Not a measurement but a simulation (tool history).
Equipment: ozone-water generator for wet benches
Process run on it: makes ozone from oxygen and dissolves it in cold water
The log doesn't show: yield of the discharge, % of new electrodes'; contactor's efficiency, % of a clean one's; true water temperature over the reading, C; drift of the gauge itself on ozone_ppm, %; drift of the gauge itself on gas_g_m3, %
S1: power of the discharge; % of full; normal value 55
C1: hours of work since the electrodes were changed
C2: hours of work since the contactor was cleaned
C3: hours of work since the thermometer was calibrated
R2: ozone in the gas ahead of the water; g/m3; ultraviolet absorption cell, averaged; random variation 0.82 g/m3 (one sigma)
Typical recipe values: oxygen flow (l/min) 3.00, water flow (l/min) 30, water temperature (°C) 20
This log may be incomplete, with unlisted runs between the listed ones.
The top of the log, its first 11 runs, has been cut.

Run 12, hour 358.8: usual settings; C1 1244; C2 7541; C3 244. Result: dissolved ozone (ppm) 6.9, R2 126.8 g/m3.
Run 13, hour 380.4: usual settings; C1 1258; C2 7555; C3 259. Result: dissolved ozone (ppm) 6.8, R2 127.9 g/m3.
Run 14, hour 429.0: usual settings; C1 1291; C2 7588; C3 291. Result: dissolved ozone (ppm) 6.8, R2 128.2 g/m3.
At hour 432.2: water thermometer calibrated.
At hour 440.9: contactor cleaned.
Run 15, hour 468.7: usual settings but oxygen flow (l/min) 3.69; C1 1314; C2 19; C3 22. Result: dissolved ozone (ppm) 7.8, R2 119.1 g/m3.
Run 16, hour 507.4: usual settings but oxygen flow (l/min) 3.69; C1 1340; C2 44; C3 47. Result: dissolved ozone (ppm) 7.7, R2 119.1 g/m3.
Run 17, hour 547.3: usual settings but oxygen flow (l/min) 3.69; C1 1367; C2 71; C3 74. Result: dissolved ozone (ppm) 8.0, R2 119.8 g/m3.
Run 18, hour 568.6: usual settings but S1 62 % of full, oxygen flow (l/min) 2.56, water flow (l/min) 36, water temperature (°C) 16; C1 1381; C2 85; C3 88. Result: dissolved ozone (ppm) 6.3, R2 149.5 g/m3.
Run 19, hour 591.1: usual settings but S1 56 % of full, oxygen flow (l/min) 1.89, water flow (l/min) 33, water temperature (°C) 25; C1 1396; C2 100; C3 103. Result: dissolved ozone (ppm) 5.2, R2 151.3 g/m3.
Run 20, hour 632.6: usual settings but water temperature (°C) 15; C1 1423; C2 128; C3 131. Result: dissolved ozone (ppm) 7.6, R2 127.8 g/m3.
At hour 678.0: water thermometer calibrated, once more.
Run 21, hour 681.6: usual settings but water temperature (°C) 15; C1 1456; C2 160; C3 2. Result: dissolved ozone (ppm) 7.5, R2 126.5 g/m3.
Run 22, hour 711.0: usual settings but S1 81 % of full, water temperature (°C) 15; C1 1475; C2 180; C3 22. Result: dissolved ozone (ppm) 10.4, R2 178.7 g/m3.
Run 23, hour 735.1: usual settings but oxygen flow (l/min) 3.82, water flow (l/min) 25, water temperature (°C) 22; C1 1491; C2 196; C3 38. Result: dissolved ozone (ppm) 9.1, R2 117.6 g/m3.
Run 24, hour 772.8: usual settings but oxygen flow (l/min) 3.82, water flow (l/min) 25, water temperature (°C) 22; C1 1517; C2 221; C3 63. Result: dissolved ozone (ppm) 9.0, R2 116.4 g/m3.
Run 25, hour 819.5: usual settings but S1 73 % of full, oxygen flow (l/min) 2.07, water flow (l/min) 24, water temperature (°C) 13; C1 1548; C2 252; C3 94. Result: dissolved ozone (ppm) 10.2, R2 184.5 g/m3.
Run 26, hour 844.0: usual settings but S1 42 % of full, oxygen flow (l/min) 2.33; C1 1564; C2 269; C3 111. Result: dissolved ozone (ppm) 5.2, R2 109.8 g/m3.
Run 27, hour 873.5: usual settings but S1 57 % of full, oxygen flow (l/min) 4.10, water flow (l/min) 20; C1 1584; C2 288; C3 130. Result: dissolved ozone (ppm) 11.8, R2 117.9 g/m3.
Run 28, hour 912.1: usual settings but S1 60 % of full, oxygen flow (l/min) 2.00, water flow (l/min) 37, water temperature (°C) 15; C1 1610; C2 314; C3 156. Result: dissolved ozone (ppm) 5.3, R2 156.9 g/m3.
Run 29, hour 935.4: usual settings but water flow (l/min) 22; C1 1625; C2 329; C3 172. Result: dissolved ozone (ppm) 9.5, R2 127.7 g/m3.
Run 30, hour 984.2: usual settings but S1 71 % of full, oxygen flow (l/min) 3.31, water flow (l/min) 22, water temperature (°C) 19; C1 1658; C2 362; C3 204. Result: dissolved ozone (ppm) 12.6, R2 151.3 g/m3.
Run 31, hour 1013.5: usual settings but S1 71 % of full, oxygen flow (l/min) 3.31, water flow (l/min) 22, water temperature (°C) 19; C1 1677; C2 382; C3 224. Result: dissolved ozone (ppm) 12.5, R2 153.1 g/m3.
Run 32, hour 1035.1: usual settings but S1 71 % of full, oxygen flow (l/min) 3.31, water flow (l/min) 22, water temperature (°C) 19; C1 1692; C2 396; C3 238. Result: dissolved ozone (ppm) 12.4, R2 152.5 g/m3.
Run 33, hour 1082.9: usual settings but S1 72 % of full, oxygen flow (l/min) 3.55, water temperature (°C) 19; C1 1723; C2 428; C3 270. Result: dissolved ozone (ppm) 9.7, R2 150.0 g/m3.
Run 34, hour 1118.3: usual settings but S1 66 % of full, oxygen flow (l/min) 3.55, water flow (l/min) 20, water temperature (°C) 14; C1 1747; C2 451; C3 294. Result: dissolved ozone (ppm) 13.7, R2 139.2 g/m3.

Branching from run 34: 3 alternative next runs. What would each branch give?
Run A, hour 1141.9: usual settings but S1 85 % of full, oxygen flow (l/min) 3.55, water flow (l/min) 40, water temperature (°C) 28; C1 1763; C2 467; C3 309. Result: dissolved ozone (ppm) ?, R2 ?.
Run B, hour 1141.9: usual settings but S1 95 % of full, water flow (l/min) 40; C1 1763; C2 467; C3 309. Result: dissolved ozone (ppm) ?, R2 ?.
Run C, hour 1141.9: usual settings but water flow (l/min) 26, water temperature (°C) 21; C1 1763; C2 467; C3 309. Result: dissolved ozone (ppm) ?, R2 ?.

run  dissolved ozone (ppm)     R2
  A                    7.8  174.8
  B                    8.6  200.8
  C                    8.3  125.0
Without the tool's unlogged condition, the same runs would have read:
run  dissolved ozone (ppm)     R2
  A                    8.1  178.7
  B                    8.8  205.7
  C                    8.4  126.9
